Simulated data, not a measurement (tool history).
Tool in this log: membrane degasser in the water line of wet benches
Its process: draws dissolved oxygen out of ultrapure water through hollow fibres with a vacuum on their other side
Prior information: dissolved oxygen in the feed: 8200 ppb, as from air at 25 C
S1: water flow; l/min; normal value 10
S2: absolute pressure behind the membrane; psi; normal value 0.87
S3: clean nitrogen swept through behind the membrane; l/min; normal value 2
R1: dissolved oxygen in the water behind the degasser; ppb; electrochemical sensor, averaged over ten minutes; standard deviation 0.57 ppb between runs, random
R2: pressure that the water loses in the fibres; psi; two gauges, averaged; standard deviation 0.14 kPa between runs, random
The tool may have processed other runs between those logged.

Run 1, hour 0: usual settings. Result: R1 51.3 ppb, R2 7.143 psi.
Run 2, hour 144: usual settings. Result: R1 51 ppb, R2 7.108 psi.
Run 3, hour 309.2: usual settings but S2 2.065 psi. Result: R1 151.7 ppb, R2 7.091 psi.
Run 4, hour 471.7: usual settings but S2 2.065 psi. Result: R1 153.8 ppb, R2 7.117 psi.
Run 5, hour 782.6: usual settings but S2 2.065 psi. Result: R1 150.6 ppb, R2 7.124 psi.
Run 6, hour 1029.6: usual settings but S2 2.065 psi. Result: R1 152.3 ppb, R2 7.143 psi.
Run 7, hour 1342.2: usual settings but S2 2.065 psi. Result: R1 154.2 ppb, R2 7.134 psi.
Run 8, hour 1486.4: usual settings. Result: R1 52 ppb, R2 7.161 psi.
Run 9, hour 1711.7: usual settings but S1 12 l/min. Result: R1 72 ppb, R2 8.583 psi.
At hour 1767.2: seals of the vacuum lines changed.
Run 10, hour 1929.6: usual settings but S3 5.52 l/min. Result: R1 29.3 ppb, R2 7.149 psi.
Run 11, hour 2069: usual settings but S2 0.744 psi. Result: R1 41.6 ppb, R2 7.191 psi.
Run 12, hour 2366.2: usual settings but S2 0.744 psi. Result: R1 44.1 ppb, R2 7.205 psi.
Run 13, hour 2516.8: usual settings but S1 13 l/min. Result: R1 84 ppb, R2 9.361 psi.
Run 14, hour 2670.9: usual settings but S1 13 l/min. Result: R1 83.8 ppb, R2 9.393 psi.
Run 15, hour 2991.8: usual settings but S1 13 l/min. Result: R1 84.2 ppb, R2 9.358 psi.
Run 16, hour 3183.5: usual settings but S1 13 l/min, S2 1.437 psi. Result: R1 146.5 ppb, R2 9.374 psi.
Run 17, hour 3356.5: usual settings but S1 13 l/min, S2 1.437 psi. Result: R1 146.6 ppb, R2 9.372 psi.
Run 18, hour 3684.4: usual settings but S1 12 l/min, S2 0.92 psi, S3 0.88 l/min. Result: R1 136.4 ppb, R2 8.702 psi.
Run 19, hour 3861.4: usual settings but S1 12 l/min, S2 0.92 psi, S3 0.88 l/min. Result: R1 139.5 ppb, R2 8.704 psi.
Run 20, hour 4041.9: usual settings but S2 0.621 psi, S3 0.88 l/min. Result: R1 54.1 ppb, R2 7.256 psi.
Run 21, hour 4379: usual settings but S2 0.621 psi, S3 0.92 l/min. Result: R1 54.6 ppb, R2 7.262 psi.
Run 22, hour 4616.6: usual settings but S2 0.621 psi, S3 0.92 l/min. Result: R1 55.3 ppb, R2 7.265 psi.
Run 23, hour 4836.4: usual settings but S2 0.647 psi, S3 3.54 l/min. Result: R1 29.6 ppb, R2 7.291 psi.
Run 24, hour 4982.3: usual settings but S2 1.065 psi. Result: R1 74.3 ppb, R2 7.274 psi.
Run 25, hour 5128: usual settings but S2 1.065 psi. Result: R1 74.2 ppb, R2 7.294 psi.
Run 26, hour 5393.3: usual settings but S2 1.065 psi. Result: R1 75.6 ppb, R2 7.339 psi.
Run 27, hour 5578.7: usual settings but S1 7 l/min, S2 1.198 psi, S3 1.12 l/min. Result: R1 89.8 ppb, R2 5.108 psi.
Run 28, hour 5823.1: usual settings but S1 7 l/min, S2 1.198 psi, S3 1.12 l/min. Result: R1 91 ppb, R2 5.117 psi.

What does the tool deliver on the next run?
Run 29, hour 6004.2: usual settings but S1 11 l/min, S3 1.13 l/min. Result: R1 ?, R2 ?.

Run 29 produced R1 99.6 ppb, R2 8.038 psi.
Take away the tool's hidden state, keep the run-to-run variation as it was, and the same run would have given R1 82.8 ppb, R2 7.767 psi.
